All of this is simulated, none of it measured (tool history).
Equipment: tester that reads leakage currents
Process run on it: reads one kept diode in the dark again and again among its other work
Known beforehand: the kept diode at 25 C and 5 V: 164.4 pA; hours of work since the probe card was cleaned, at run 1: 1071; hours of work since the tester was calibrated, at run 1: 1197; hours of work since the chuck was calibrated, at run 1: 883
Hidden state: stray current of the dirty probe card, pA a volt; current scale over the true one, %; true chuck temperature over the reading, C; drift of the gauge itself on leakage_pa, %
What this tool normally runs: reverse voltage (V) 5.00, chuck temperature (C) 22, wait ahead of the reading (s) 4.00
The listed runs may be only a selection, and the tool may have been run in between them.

run	hour	reverse voltage (V)	chuck temperature (C)	wait ahead of the reading (s)	hours of work since the probe card was cleaned	hours of work since the tester was calibrated	hours of work since the chuck was calibrated	current that the tester gives (pA)
1	0.0	5.00	22	4.00	1071	1197	883	146.32
2	44.1	5.00	22	4.00	1105	1231	917	145.11
3	90.7	5.00	22	4.00	1141	1266	952	147.13
4	131.0	5.00	22	4.00	1171	1297	983	147.40
5	202.4	5.00	22	4.00	1226	1351	1038	147.68
6	266.0	5.00	22	4.00	1274	1400	1086	148.30
7	316.7	7.77	22	4.00	1313	1438	1125	191.62
# hour 373.3: probe card cleaned and baked
8	385.6	5.00	22	4.00	9	1489	1175	151.10
9	454.5	8.53	22	4.00	62	1541	1228	206.11
10	504.8	8.53	22	4.00	100	1580	1266	208.49
# hour 518.1: probe card cleaned and baked, once more
11	571.1	5.00	22	4.00	40	1628	1314	151.67
12	632.4	5.00	22	4.00	87	1675	1361	152.15
# hour 691.8: chuck's temperature calibrated
13	699.6	5.00	22	3.81	137	1724	6	130.39
14	744.4	5.00	31	3.81	171	1758	40	253.50
15	781.2	5.00	31	3.81	199	1786	68	256.01
16	849.6	5.00	22	4.00	251	1839	120	132.38
17	889.6	15.06	22	4.00	282	1869	151	247.67
18	938.0	15.06	22	3.85	319	1906	188	248.80
19	977.9	5.00	22	4.00	349	1936	218	133.56
20	1009.6	5.00	22	4.00	373	1961	242	133.19
21	1042.3	2.29	20	7.85	398	1986	267	73.63
22	1078.0	2.29	42	0.33	425	2013	294	365.38
23	1107.0	1.21	22	0.48	447	2035	317	60.84
24	1147.6	5.74	30	5.77	478	2066	348	264.76
25	1205.1	3.25	36	5.77	522	2110	391	295.29
26	1237.9	5.00	22	0.49	547	2135	416	138.79
27	1279.4	5.00	22	0.49	579	2166	448	139.33
28	1325.9	3.51	22	7.04	614	2202	483	112.30
29	1358.0	2.97	21	8.12	639	2226	508	94.74
30	1392.0	2.97	21	8.12	665	2252	534	94.74
31	1461.6	2.97	21	8.12	718	2305	587	95.73
32	1522.5	2.97	36	6.75	764	2352	633	285.77
33	1589.6	7.72	27	0.64	815	2403	684	265.80
34	1632.0	7.72	27	0.64	848	2435	717	265.77
35	1695.0	1.00	55	0.64	896	2483	765	546.48
36	1742.2	3.50	43	8.45	932	2519	801	516.58
37	1811.8	13.95	34	2.77	985	2572	854	616.53
38	1844.2	13.95	34	2.77	1009	2597	879	616.37
39	1897.2	12.65	22	4.00	1050	2637	919	245.17

Forecast each of these 3 alternatives for the next run:
A	1968.7	18.31	22	4.00	1104	2692	973	?
B	1968.7	2.27	30	4.76	1104	2692	973	?
C	1968.7	5.00	28	1.79	1104	2692	973	?

run	current that the tester gives (pA)
A	304.40
B	167.24
C	227.04
Had the tool no hidden state, the same runs would have come out as:
run	current that the tester gives (pA)
A	274.52
B	153.07
C	207.23
